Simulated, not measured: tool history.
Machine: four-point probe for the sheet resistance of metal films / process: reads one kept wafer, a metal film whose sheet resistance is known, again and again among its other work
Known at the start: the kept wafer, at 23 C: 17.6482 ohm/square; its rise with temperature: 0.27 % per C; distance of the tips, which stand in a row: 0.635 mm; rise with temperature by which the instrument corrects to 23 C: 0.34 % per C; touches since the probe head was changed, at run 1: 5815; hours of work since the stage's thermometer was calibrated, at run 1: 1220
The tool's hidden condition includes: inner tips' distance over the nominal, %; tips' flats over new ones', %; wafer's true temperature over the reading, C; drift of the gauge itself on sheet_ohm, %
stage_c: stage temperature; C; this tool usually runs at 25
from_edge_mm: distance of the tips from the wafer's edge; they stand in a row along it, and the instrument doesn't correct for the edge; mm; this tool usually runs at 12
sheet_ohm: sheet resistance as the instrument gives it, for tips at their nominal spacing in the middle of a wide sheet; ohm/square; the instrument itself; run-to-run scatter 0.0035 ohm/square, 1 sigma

run	hour	stage_c	from_edge_mm	touches since the probe head was changed	hours of work since the stage's thermometer was calibrated	sheet_ohm
1	0.0	25	12	5815	1220	17.650285
2	13.3	25	12	6032	1226	17.657563
3	32.6	25	12	6349	1235	17.646551
4	51.0	25	15	6651	1243	17.642841
5	69.4	25	15	6952	1251	17.649506
6	96.3	25	12	7392	1264	17.647070
7	126.5	25	23	7887	1277	17.631375
8	143.3	25	23	8163	1285	17.629988
9	175.3	25	23	8687	1300	17.633536
10	194.6	25	12	9004	1309	17.655920
11	209.4	25	12	9246	1315	17.646442
12	223.6	25	12	9480	1322	17.651282
13	254.1	25	12	9979	1336	17.653940
14	280.9	25	12	10418	1348	17.652787
15	305.2	25	8	10816	1359	17.687085
16	333.3	25	8	11277	1372	17.685304
17	347.8	25	45	11515	1379	17.625638
18	376.4	25	45	11983	1392	17.617779
19	394.3	25	45	12277	1400	17.632536
20	411.1	25	45	12552	1408	17.621522
21	429.7	28	45	12856	1416	17.594733
22	456.0	33	15	13288	1428	17.552213
23	486.5	33	15	13787	1442	17.550982
24	505.1	21	7	14093	1451	17.748065
25	526.2	27	74	14439	1460	17.603795
26	548.6	27	74	14805	1470	17.602858
27	573.8	27	74	15218	1482	17.605722
28	586.9	27	74	15433	1488	17.600438
29	615.2	34	7	15897	1501	17.602407
30	631.5	34	7	16163	1508	17.603229
31	651.7	34	7	16495	1518	17.595439
32	669.1	27	72	16780	1526	17.597800
33	682.3	26	72	16997	1532	17.614290
34	700.6	26	72	17296	1540	17.616513
35	728.2	28	18	17748	1553	17.602383
36	754.6	29	39	18181	1565	17.579940
37	778.7	20	11	18576	1576	17.714883
38	808.9	20	11	19072	1589	17.722563
39	836.1	31	38	19517	1602	17.560259
40	862.3	31	38	19947	1614	17.564247
41	879.5	34	12	20228	1622	17.548375
42	904.0	20	58	20630	1633	17.688237

Here are 4 independent what-if runs from the current tool condition. What would each one return?
A	934.8	34	58	21135	1647	?
B	934.8	25	13	21135	1647	?
C	934.8	22	8	21135	1647	?
D	934.8	19	4	21135	1647	?

run	sheet_ohm
A	17.523462
B	17.653194
C	17.711922
D	17.930906
Without the tool's hidden state the same runs would have given:
run	sheet_ohm
A	17.523151
B	17.652870
C	17.711593
D	17.930569
